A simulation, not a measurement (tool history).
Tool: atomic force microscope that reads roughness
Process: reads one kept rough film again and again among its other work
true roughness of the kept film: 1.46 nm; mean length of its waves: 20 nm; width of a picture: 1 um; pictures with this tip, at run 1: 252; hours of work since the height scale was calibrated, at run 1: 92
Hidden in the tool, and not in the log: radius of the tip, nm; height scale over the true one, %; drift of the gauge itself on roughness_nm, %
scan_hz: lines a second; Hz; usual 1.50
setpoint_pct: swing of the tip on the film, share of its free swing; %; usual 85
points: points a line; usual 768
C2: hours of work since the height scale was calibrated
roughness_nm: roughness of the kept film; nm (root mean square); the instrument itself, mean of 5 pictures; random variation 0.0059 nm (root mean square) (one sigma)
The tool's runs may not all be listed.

{"run": 1, "hour": 0.0, "scan_hz": 1.5, "setpoint_pct": 85, "points": 768, "pictures with this tip": 252, "C2": 92, "roughness_nm": 1.008}
{"run": 2, "hour": 21.4, "scan_hz": 2.01, "setpoint_pct": 85, "points": 768, "pictures with this tip": 282, "C2": 102, "roughness_nm": 0.937}
{"run": 3, "hour": 37.1, "scan_hz": 1.5, "setpoint_pct": 59, "points": 768, "pictures with this tip": 303, "C2": 110, "roughness_nm": 1.135}
{"run": 4, "hour": 61.1, "scan_hz": 1.5, "setpoint_pct": 59, "points": 768, "pictures with this tip": 336, "C2": 122, "roughness_nm": 1.126}
{"hour": 75.9, "done": "new tip fitted"}
{"run": 5, "hour": 77.3, "scan_hz": 1.5, "setpoint_pct": 59, "points": 768, "pictures with this tip": 2, "C2": 130, "roughness_nm": 1.243}
{"run": 6, "hour": 91.1, "scan_hz": 1.5, "setpoint_pct": 59, "points": 768, "pictures with this tip": 21, "C2": 137, "roughness_nm": 1.243}
{"run": 7, "hour": 111.6, "scan_hz": 1.5, "setpoint_pct": 59, "points": 768, "pictures with this tip": 49, "C2": 147, "roughness_nm": 1.241}
{"run": 8, "hour": 129.7, "scan_hz": 1.5, "setpoint_pct": 59, "points": 768, "pictures with this tip": 74, "C2": 156, "roughness_nm": 1.235}
{"run": 9, "hour": 147.6, "scan_hz": 1.5, "setpoint_pct": 59, "points": 768, "pictures with this tip": 98, "C2": 165, "roughness_nm": 1.229}
{"run": 10, "hour": 168.5, "scan_hz": 1.5, "setpoint_pct": 59, "points": 768, "pictures with this tip": 127, "C2": 176, "roughness_nm": 1.201}
{"run": 11, "hour": 184.7, "scan_hz": 1.5, "setpoint_pct": 59, "points": 768, "pictures with this tip": 149, "C2": 184, "roughness_nm": 1.191}
{"run": 12, "hour": 203.9, "scan_hz": 1.5, "setpoint_pct": 59, "points": 768, "pictures with this tip": 175, "C2": 193, "roughness_nm": 1.193}
{"run": 13, "hour": 224.0, "scan_hz": 1.5, "setpoint_pct": 59, "points": 768, "pictures with this tip": 203, "C2": 203, "roughness_nm": 1.173}
{"run": 14, "hour": 247.1, "scan_hz": 1.5, "setpoint_pct": 59, "points": 768, "pictures with this tip": 235, "C2": 215, "roughness_nm": 1.158}
{"run": 15, "hour": 270.2, "scan_hz": 1.5, "setpoint_pct": 59, "points": 768, "pictures with this tip": 266, "C2": 226, "roughness_nm": 1.144}
{"run": 16, "hour": 295.0, "scan_hz": 1.5, "setpoint_pct": 59, "points": 768, "pictures with this tip": 301, "C2": 239, "roughness_nm": 1.138}
{"run": 17, "hour": 306.6, "scan_hz": 1.5, "setpoint_pct": 59, "points": 768, "pictures with this tip": 316, "C2": 245, "roughness_nm": 1.136}
{"run": 18, "hour": 322.5, "scan_hz": 1.5, "setpoint_pct": 59, "points": 768, "pictures with this tip": 338, "C2": 253, "roughness_nm": 1.127}
{"hour": 337.0, "done": "new tip fitted"}
{"run": 19, "hour": 339.3, "scan_hz": 1.5, "setpoint_pct": 59, "points": 768, "pictures with this tip": 4, "C2": 261, "roughness_nm": 1.245}
{"run": 20, "hour": 354.7, "scan_hz": 1.5, "setpoint_pct": 59, "points": 768, "pictures with this tip": 25, "C2": 268, "roughness_nm": 1.238}
{"run": 21, "hour": 373.3, "scan_hz": 1.5, "setpoint_pct": 85, "points": 768, "pictures with this tip": 50, "C2": 278, "roughness_nm": 1.068}
{"run": 22, "hour": 388.2, "scan_hz": 1.5, "setpoint_pct": 85, "points": 768, "pictures with this tip": 71, "C2": 285, "roughness_nm": 1.065}
{"run": 23, "hour": 410.6, "scan_hz": 1.5, "setpoint_pct": 85, "points": 768, "pictures with this tip": 102, "C2": 296, "roughness_nm": 1.057}
{"run": 24, "hour": 427.2, "scan_hz": 1.5, "setpoint_pct": 85, "points": 273, "pictures with this tip": 124, "C2": 305, "roughness_nm": 1.021}
{"run": 25, "hour": 450.7, "scan_hz": 2.1, "setpoint_pct": 77, "points": 401, "pictures with this tip": 156, "C2": 316, "roughness_nm": 1.044}
{"run": 26, "hour": 474.6, "scan_hz": 1.72, "setpoint_pct": 63, "points": 310, "pictures with this tip": 189, "C2": 328, "roughness_nm": 1.131}

Forecast run 27:
{"run": 27, "hour": 499.4, "scan_hz": 1.22, "setpoint_pct": 61, "points": 872, "pictures with this tip": 223, "C2": 341, "roughness_nm": "?"}

{"run 27": {"roughness_nm": 1.171}}
Without the tool's hidden state the same run would have given roughness_nm 1.258 nm (root mean square).
